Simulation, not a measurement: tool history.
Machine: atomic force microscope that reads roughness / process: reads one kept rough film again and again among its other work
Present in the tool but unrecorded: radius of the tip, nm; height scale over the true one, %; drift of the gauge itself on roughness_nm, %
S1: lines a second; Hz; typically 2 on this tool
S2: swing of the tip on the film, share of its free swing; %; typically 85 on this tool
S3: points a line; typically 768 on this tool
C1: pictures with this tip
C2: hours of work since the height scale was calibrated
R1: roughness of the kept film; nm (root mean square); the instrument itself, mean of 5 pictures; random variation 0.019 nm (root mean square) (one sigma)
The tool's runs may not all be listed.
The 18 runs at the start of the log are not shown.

run 19 hour=822.3 | S1=2.91 S2=72 S3=611 | C1=112 C2=447 | R1=4.689
run 20 hour=886.5 | S1=2 S2=74 S3=768 | C1=199 C2=477 | R1=4.762
run 21 hour=920.1 | S1=2 S2=74 S3=768 | C1=245 C2=492 | R1=4.696
-- hour=963 new tip fitted
run 22 hour=978.3 | S1=2 S2=72 S3=593 | C1=20 C2=519 | R1=5.07
run 23 hour=1033.2 | S1=2 S2=72 S3=593 | C1=95 C2=544 | R1=4.952
run 24 hour=1088.1 | S1=2 S2=72 S3=593 | C1=169 C2=570 | R1=4.899
run 25 hour=1138.8 | S1=0.66 S2=57 S3=535 | C1=238 C2=593 | R1=5.316
-- hour=1185.7 new tip fitted
run 26 hour=1193.9 | S1=0.66 S2=57 S3=414 | C1=11 C2=618 | R1=5.635
run 27 hour=1248.7 | S1=0.6 S2=85 S3=818 | C1=86 C2=644 | R1=5.26
run 28 hour=1291.8 | S1=0.6 S2=85 S3=818 | C1=144 C2=663 | R1=5.163
run 29 hour=1341.5 | S1=0.6 S2=85 S3=818 | C1=211 C2=686 | R1=5.078
run 30 hour=1372.9 | S1=1.04 S2=61 S3=681 | C1=254 C2=701 | R1=5.221
-- hour=1410.2 new tip fitted
run 31 hour=1425.3 | S1=1.04 S2=61 S3=681 | C1=20 C2=725 | R1=5.56
run 32 hour=1481.5 | S1=2.18 S2=65 S3=760 | C1=97 C2=751 | R1=5.116

Below are 4 alternative next runs, each starting from the tool's condition after run 32. Predict each:
run A hour=1537.4 | S1=1.54 S2=57 S3=454 | C1=172 C2=777 | R1=?
run B hour=1537.4 | S1=0.88 S2=65 S3=324 | C1=172 C2=777 | R1=?
run C hour=1537.4 | S1=1.55 S2=76 S3=265 | C1=172 C2=777 | R1=?
run D hour=1537.4 | S1=2.18 S2=85 S3=760 | C1=172 C2=777 | R1=?

run=A R1=5.288
run=B R1=5.272
run=C R1=4.867
run=D R1=4.325
Had the tool no hidden state, the same runs would have come out as:
run=A R1=5.552
run=B R1=5.536
run=C R1=5.11
run=D R1=4.541
